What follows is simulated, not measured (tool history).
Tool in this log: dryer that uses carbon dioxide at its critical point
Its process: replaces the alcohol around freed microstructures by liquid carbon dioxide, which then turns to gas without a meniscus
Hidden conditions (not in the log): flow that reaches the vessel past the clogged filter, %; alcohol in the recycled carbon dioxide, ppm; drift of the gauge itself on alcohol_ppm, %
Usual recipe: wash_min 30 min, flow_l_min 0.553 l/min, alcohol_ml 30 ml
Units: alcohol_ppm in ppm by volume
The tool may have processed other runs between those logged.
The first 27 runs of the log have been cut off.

run    hour  wash_min  flow_l_min  alcohol_ml  hours of work since the filter was changed  hours of work since the purifier's bed was changed  alcohol_ppm
 28   930.7        33       0.858          36                                         108                                                1183          103
 29   953.5        19       0.553          30                                         119                                                1194          270
 30   977.7        35       0.553          40                                         132                                                1206          104
 31  1017.9        33       0.553          20                                         152                                                1227          101
 32  1058.7        45       0.441          26                                         172                                                1247          102
 33  1083.2        45       0.441          26                                         185                                                1260          112
 34  1132.2        30       0.553         120                                         209                                                1284          170
 35  1152.6        38       0.767          38                                         220                                                1295          100
 36  1179.0        40       0.932         107                                         233                                                1308          112
     1184.4  -- purifier's bed changed
 37  1207.3        46       0.391          21                                         246                                                  12           17
 38  1231.4        20       0.424          30                                         258                                                  24          478
 39  1260.2        40       0.933          49                                         272                                                  38            7
 40  1292.0        28       0.394          60                                         288                                                  54          349
 41  1317.9        28       0.394          60                                         301                                                  67          361
 42  1357.0        31       0.356          30                                         321                                                  87          197
 43  1385.1        24       0.388          79                                         335                                                 101          963
 44  1426.7        24       0.404          60                                         356                                                 122          665
 45  1456.7        24       0.404          60                                         371                                                 137          684
     1474.0  -- inlet filter changed
 46  1495.5        30       0.770          29                                          11                                                 156           23
 47  1534.4        26       0.553          26                                          30                                                 176           45
 48  1576.6        32       0.382          26                                          52                                                 197           85

Branching from run 48: 3 alternative next runs. What would each branch give?
  A  1620.9        30       0.553          36                                          74                                                 219            ?
  B  1620.9        27       0.356          29                                          74                                                 219            ?
  C  1620.9        43       0.553          30                                          74                                                 219            ?

run  alcohol_ppm
  A           40
  B          228
  C           23
The same runs, with their run-to-run variation unchanged, on a tool lacking any hidden condition would have given:
run  alcohol_ppm
  A           20
  B          186
  C            5

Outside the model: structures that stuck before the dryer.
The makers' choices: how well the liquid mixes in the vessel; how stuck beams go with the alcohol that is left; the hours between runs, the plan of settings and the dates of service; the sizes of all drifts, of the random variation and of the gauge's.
